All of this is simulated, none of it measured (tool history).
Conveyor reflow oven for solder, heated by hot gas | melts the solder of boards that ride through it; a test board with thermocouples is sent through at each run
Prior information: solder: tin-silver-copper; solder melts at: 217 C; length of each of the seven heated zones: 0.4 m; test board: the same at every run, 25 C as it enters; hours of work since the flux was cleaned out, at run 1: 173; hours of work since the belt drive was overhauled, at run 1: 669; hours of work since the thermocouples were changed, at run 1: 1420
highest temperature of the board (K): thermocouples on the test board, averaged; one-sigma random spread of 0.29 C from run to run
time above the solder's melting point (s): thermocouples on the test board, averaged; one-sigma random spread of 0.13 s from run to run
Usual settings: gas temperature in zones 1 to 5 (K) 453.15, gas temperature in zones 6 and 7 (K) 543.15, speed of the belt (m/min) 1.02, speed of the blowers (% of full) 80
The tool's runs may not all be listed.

run	hour	gas temperature in zones 1 to 5 (K)	gas temperature in zones 6 and 7 (K)	speed of the belt (m/min)	speed of the blowers (% of full)	hours of work since the flux was cleaned out	hours of work since the belt drive was overhauled	hours of work since the thermocouples were changed	highest temperature of the board (K)	time above the solder's melting point (s)
1	0	453.15	543.15	1.02	80	173	669	1420	526.25	37.2
2	40.4	453.15	543.15	1.02	80	190	686	1438	525.85	37.1
3	112.2	453.15	543.15	1.02	80	222	718	1470	525.85	36.7
# hour 133: thermocouples of zones 6 and 7 changed
# hour 162: flux residue cleaned out of gas plates and filters
4	167.3	453.15	543.15	1.02	80	2	739	13	526.55	37.6
5	217.8	453.15	543.15	1.02	62	24	761	35	523.35	35
6	304.2	453.15	543.15	1.02	62	62	799	73	523.05	34.8
7	383.3	453.15	543.15	1.02	62	97	834	108	522.95	34.8
8	436.9	453.15	543.15	1.02	62	121	857	131	522.75	34.7
9	511.8	453.15	543.15	1.02	80	153	890	164	525.75	36.7
10	600.2	453.15	544.15	1.02	75	192	929	203	525.05	36.4
# hour 630.3: flux residue cleaned out of gas plates and filters, once more
11	650.1	453.15	535.15	1.02	75	9	949	222	521.15	35.3
12	696.1	453.15	540.15	1.02	79	29	969	243	525.95	37.3
13	772.2	453.15	540.15	1.02	79	62	1002	276	526.15	37.2
14	857.7	453.15	540.15	1.02	79	100	1040	313	525.95	37.2
15	916.9	453.15	538.15	1.21	65	126	1066	339	515.05	25.3
16	967.4	460.15	531.15	1.21	85	148	1088	362	515.55	27.8
# hour 976.8: belt drive overhauled, speed set with a stopwatch
17	1053.3	439.15	536.15	1.02	80	184	34	397	519.25	30.2

Each row is a separate what-if for the run after 17, all from the same tool condition, not one after another. Results?
A	1134.9	453.15	543.15	1.02	89	220	69	433	?	?
B	1134.9	453.15	543.15	0.89	81	220	69	433	?	?
C	1134.9	442.15	533.15	1.06	80	220	69	433	?	?
D	1134.9	454.15	543.15	1.02	80	220	69	433	?	?

run	highest temperature of the board (K)	time above the solder's melting point (s)
A	528.25	38
B	530.55	44.9
C	515.45	27.7
D	527.25	37.7
Had the tool no hidden state, the same runs would have come out as:
run	highest temperature of the board (K)	time above the solder's melting point (s)
A	530.65	39
B	532.65	45.8
C	517.95	29.4
D	529.55	38.7
